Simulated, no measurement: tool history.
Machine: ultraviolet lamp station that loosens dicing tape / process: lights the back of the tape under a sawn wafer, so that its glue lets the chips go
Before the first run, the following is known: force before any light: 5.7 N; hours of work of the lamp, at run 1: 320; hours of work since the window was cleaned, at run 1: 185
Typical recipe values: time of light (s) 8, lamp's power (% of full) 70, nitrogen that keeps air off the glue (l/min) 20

run	hour	time of light (s)	lamp's power (% of full)	nitrogen that keeps air off the glue (l/min)	hours of work of the lamp	hours of work since the window was cleaned	force that peels the tape off (N)	light that reached the tape (mJ/cm²)
1	0	8	70	20	320	185	0.983	184
2	42.2	8	70	20	341	206	1.005	178
3	92.7	8	70	20	366	231	1.044	177
4	146.3	8	70	20	392	257	1.065	174
5	209.4	8	70	20	423	288	1.086	165
6	272.2	8	70	20	454	319	1.151	170
7	334	8	70	7	485	350	2.096	163
8	367.5	8	70	7	501	366	2.16	164
9	410	8	70	7	522	387	2.172	158
# hour 462.4: window cleaned of glue's vapour
10	475.6	8	70	7	554	7	1.791	189
11	537.4	8	70	7	585	37	1.882	182
12	585.8	8	70	7	609	61	1.9	177
13	623.5	8	70	7	627	79	1.923	175
14	666.4	8	70	7	648	100	1.914	173
15	697.2	8	70	7	663	116	1.904	170
16	736	5	70	15	682	135	2.229	109
17	789.9	5	70	15	709	161	2.277	108
18	838	5	67	25	733	185	2.016	97
19	887.1	4	65	9	757	209	3.41	77
20	950.1	8	93	20	788	240	0.801	203
21	992.2	12	93	15	809	261	0.472	308
22	1042.5	8	63	20	833	286	1.54	133
23	1070.6	8	70	37	847	300	0.988	148
24	1116.5	9	82	37	870	322	0.606	190
25	1143.2	9	82	9	883	335	1.552	188
26	1202.9	6	95	20	912	365	1.416	142

Predict each of these 3 candidate next runs independently; none follows another, all start after run 26:
A	1248.6	8	82	20	935	387	?	?
B	1248.6	9	61	11	935	387	?	?
C	1248.6	6	83	16	935	387	?	?

run	force that peels the tape off (N)	light that reached the tape (mJ/cm²)
A	1.213	165
B	2.047	134
C	1.907	124
Had the tool no hidden state, the same runs would have come out as:
run	force that peels the tape off (N)	light that reached the tape (mJ/cm²)
A	0.539	261
B	1.147	215
C	1.036	197
